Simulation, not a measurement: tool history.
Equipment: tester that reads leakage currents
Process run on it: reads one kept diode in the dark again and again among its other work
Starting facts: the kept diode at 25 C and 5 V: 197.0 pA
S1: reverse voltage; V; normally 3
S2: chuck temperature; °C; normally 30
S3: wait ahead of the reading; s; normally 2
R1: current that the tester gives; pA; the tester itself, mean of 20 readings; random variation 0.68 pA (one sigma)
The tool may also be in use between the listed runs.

Run 1, day 0: usual settings. Result: R1 221.85 pA.
Run 2, day 2.233: usual settings. Result: R1 221.36 pA.
Run 3, day 4.642: usual settings but S1 13.48 V. Result: R1 420.71 pA.
Run 4, day 8.358: usual settings but S2 45 °C. Result: R1 617.57 pA.
Run 5, day 10.446: usual settings but S2 45 °C. Result: R1 618.36 pA.
Run 6, day 13.017: usual settings but S1 1.86 V. Result: R1 187.2 pA.
Run 7, day 15.542: usual settings but S1 1.86 V, S2 25 °C. Result: R1 131.39 pA.
Run 8, day 18.254: usual settings but S1 1.86 V, S2 25 °C, S3 1.94 s. Result: R1 130.99 pA.
Run 9, day 21.142: usual settings but S1 1.86 V, S2 25 °C, S3 1.94 s. Result: R1 130.54 pA.
Run 10, day 24.025: usual settings but S1 1.86 V, S2 25 °C, S3 1.94 s. Result: R1 130.32 pA.
Run 11, day 25.738: usual settings but S1 9.08 V. Result: R1 367.16 pA.
Run 12, day 29.425: usual settings but S1 9.08 V. Result: R1 365.79 pA.
Run 13, day 31.283: usual settings but S1 9.08 V. Result: R1 365.52 pA.
Run 14, day 34.908: usual settings but S1 7.61 V, S3 2.76 s. Result: R1 336.87 pA.
Run 15, day 38: usual settings but S2 57 °C, S3 4.57 s. Result: R1 1259.22 pA.
Run 16, day 40.729: usual settings but S1 2.6 V, S2 57 °C, S3 2.68 s. Result: R1 1175.42 pA.
Run 17, day 42.504: usual settings but S1 14.94 V, S2 25 °C, S3 2.68 s. Result: R1 320.84 pA.
Run 18, day 44.767: usual settings but S1 14.94 V, S2 25 °C, S3 0.87 s. Result: R1 322.81 pA.
Run 19, day 47.046: usual settings but S2 36 °C. Result: R1 336.46 pA.
Run 20, day 49.771: usual settings but S2 36 °C, S3 0.68 s. Result: R1 336.18 pA.
Run 21, day 53.167: usual settings but S2 55 °C, S3 1.46 s. Result: R1 1107.8 pA.

Missing from the log above: 1 entry noted between runs. For each, name the pair of listed runs it sits between and say how the tool's hidden condition differs from the listed run just before to the listed run just after:
In the gap between runs 3 and 4: chuck's temperature calibrated (day 8.067)
  stray current of the dirty probe card, pA a volt: 0.437 -> 0.473; current scale over the true one, %: -0.13 -> -0.15; true chuck temperature over the reading, C: -0.4 -> 0.15
  measured value less the no-hidden-state value, R1: -6.56 -> +6.19 pA
